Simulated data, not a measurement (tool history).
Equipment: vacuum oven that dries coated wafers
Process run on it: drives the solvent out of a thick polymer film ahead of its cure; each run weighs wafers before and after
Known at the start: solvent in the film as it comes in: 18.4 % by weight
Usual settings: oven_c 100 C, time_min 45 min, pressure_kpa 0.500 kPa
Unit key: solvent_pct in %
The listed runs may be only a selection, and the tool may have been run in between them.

| run | hour | oven_c | time_min | pressure_kpa | solvent_pct |
|---|---|---|---|---|---|
| 1 | 0.0 | 100 | 45 | 0.500 | 0.77 |
| 2 | 18.1 | 100 | 45 | 0.500 | 0.79 |
| 3 | 46.7 | 100 | 75 | 0.500 | 0.31 |
| 4 | 71.2 | 100 | 75 | 0.500 | 0.38 |
| 5 | 103.0 | 100 | 43 | 0.500 | 1.06 |
| 6 | 132.9 | 87 | 45 | 0.500 | 3.25 |
| 7 | 154.3 | 87 | 45 | 0.500 | 3.26 |
| 8 | 173.0 | 87 | 45 | 0.500 | 3.33 |
| 9 | 196.0 | 87 | 45 | 0.500 | 3.21 |
| 10 | 222.6 | 87 | 45 | 0.500 | 3.29 |
|  | 227.5 | oven's thermocouples calibrated |
| 11 | 251.9 | 87 | 45 | 0.500 | 3.33 |
| 12 | 273.7 | 99 | 46 | 1.887 | 1.32 |
| 13 | 306.0 | 112 | 42 | 0.263 | 0.08 |
| 14 | 331.5 | 112 | 42 | 0.263 | 0.24 |
| 15 | 349.2 | 96 | 70 | 0.369 | 0.62 |
|  | 360.1 | oven's thermocouples calibrated, once more |
| 16 | 371.4 | 115 | 45 | 0.550 | 0.12 |
| 17 | 403.9 | 115 | 45 | 0.550 | 0.20 |

For some of the steps in solvent_pct from one run to the next: how much would appear even if the tool had no hidden state, given the settings, what came in and random variation, and how much remains for the hidden state plus any gauge scatter that the measured result and the result without hidden state don't share?
The hidden state here: true wafer temperature over the reading, C; true pressure over the reading, kPa; drift of the gauge itself on solvent_pct, %.
Run 5 -> 6: oven_c 100 -> 87, time_min 43 -> 45. solvent_pct +2.19 %: hidden state +0.18, all else +2.01.
Run 11 -> 12: oven_c 87 -> 99, time_min 45 -> 46, pressure_kpa 0.500 -> 1.887. solvent_pct -2.01 %: hidden state -0.22, all else -1.79.
